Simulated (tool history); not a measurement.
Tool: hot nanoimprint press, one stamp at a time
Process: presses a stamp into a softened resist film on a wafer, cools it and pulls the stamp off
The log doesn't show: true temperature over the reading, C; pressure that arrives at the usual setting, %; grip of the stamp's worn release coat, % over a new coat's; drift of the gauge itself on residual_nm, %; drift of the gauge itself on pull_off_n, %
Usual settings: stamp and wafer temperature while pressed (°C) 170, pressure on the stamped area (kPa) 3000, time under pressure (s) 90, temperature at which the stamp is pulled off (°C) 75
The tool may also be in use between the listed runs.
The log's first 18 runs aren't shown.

run,hour,stamp and wafer temperature while pressed (°C),pressure on the stamped area (kPa),time under pressure (s),temperature at which the stamp is pulled off (°C),hours of work since the thermocouple was calibrated,imprints on the stamp's release coat,hours of work since the press's seals were changed,resist left under the stamp's widest pad (Å),greatest force while the stamp is pulled off (N)
19,181.5,160,3560,146,78,130,222,271,2105,199
20,191,170,2340,90,74,134,250,275,1802,219
21,199.5,161,2130,168,79,138,276,279,2267,197
22,209.7,170,4320,160,78,143,307,284,1119,202
23,223.6,170,3000,61,78,150,349,291,1841,203
24,237.3,170,3000,61,78,156,391,297,1835,204
25,245.2,170,3000,61,78,160,415,301,1835,204
26,256.3,165,2780,90,69,165,448,306,2096,244
27,270.3,165,3000,90,81,172,491,313,2035,193
28,279.8,167,3000,48,78,176,519,317,2197,207
29,286.8,167,3000,48,78,180,541,321,2206,208
30,298.1,170,3000,59,75,185,575,326,1862,222

3 ways to go on from here, each from the tool as it stands after run 30. What would each give?
A,310.9,163,2040,90,75,191,614,332,?,?
B,310.9,169,2020,47,75,191,614,332,?,?
C,310.9,169,3000,59,72,191,614,332,?,?

run,resist left under the stamp's widest pad (Å),greatest force while the stamp is pulled off (N)
A,2416,224
B,2309,223
C,1935,235
Without the tool's hidden state the same runs would have given:
run,resist left under the stamp's widest pad (Å),greatest force while the stamp is pulled off (N)
A,2440,209
B,2334,209
C,1961,220
